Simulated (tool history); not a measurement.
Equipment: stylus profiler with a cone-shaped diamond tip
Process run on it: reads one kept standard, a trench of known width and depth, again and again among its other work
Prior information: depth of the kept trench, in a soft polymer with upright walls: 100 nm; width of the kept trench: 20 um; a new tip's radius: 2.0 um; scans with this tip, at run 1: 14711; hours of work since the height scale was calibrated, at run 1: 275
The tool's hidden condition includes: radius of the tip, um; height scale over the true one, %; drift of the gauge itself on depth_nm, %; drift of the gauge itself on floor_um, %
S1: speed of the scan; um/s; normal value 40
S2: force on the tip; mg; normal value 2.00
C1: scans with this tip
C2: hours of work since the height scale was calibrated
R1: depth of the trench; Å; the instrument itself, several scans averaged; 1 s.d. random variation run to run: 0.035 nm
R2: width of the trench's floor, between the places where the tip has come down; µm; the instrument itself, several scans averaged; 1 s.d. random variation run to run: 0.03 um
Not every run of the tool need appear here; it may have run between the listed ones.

run	hour	S1	S2	C1	C2	R1	R2
1	0.0	40	2.00	14711	275	1005.9	18.13
2	37.2	40	2.00	14962	298	1005.8	18.14
3	83.2	40	0.94	15272	327	1003.8	18.01
4	157.3	40	0.94	15771	372	1003.8	18.04
5	222.7	40	0.94	16211	412	1004.3	17.99
6	287.9	40	3.82	16650	453	1008.7	18.16
7	351.0	40	2.22	17075	491	1007.0	18.10
8	426.5	86	1.15	17583	538	1004.5	17.59
9	467.8	86	1.15	17861	563	1005.0	17.62
10	539.5	86	1.15	18344	608	1005.3	17.63
11	584.2	31	1.15	18645	635	1005.0	18.04
12	654.5	149	5.43	19118	678	1011.3	17.77

Pick out some run-to-run changes in R1. Of each, how much would a tool without hidden state show as well, from the settings, what came in and chance, and how much is left for the hidden state and any gauge scatter not in both results compared?
Run 6 -> 7: S2 3.82 -> 2.22. R1 -1.7 Å: hidden state +0.2, all else -1.9.
Run 11 -> 12: S1 31 -> 149, S2 1.15 -> 5.43. R1 +6.3 Å: hidden state +0.1, all else +6.2.
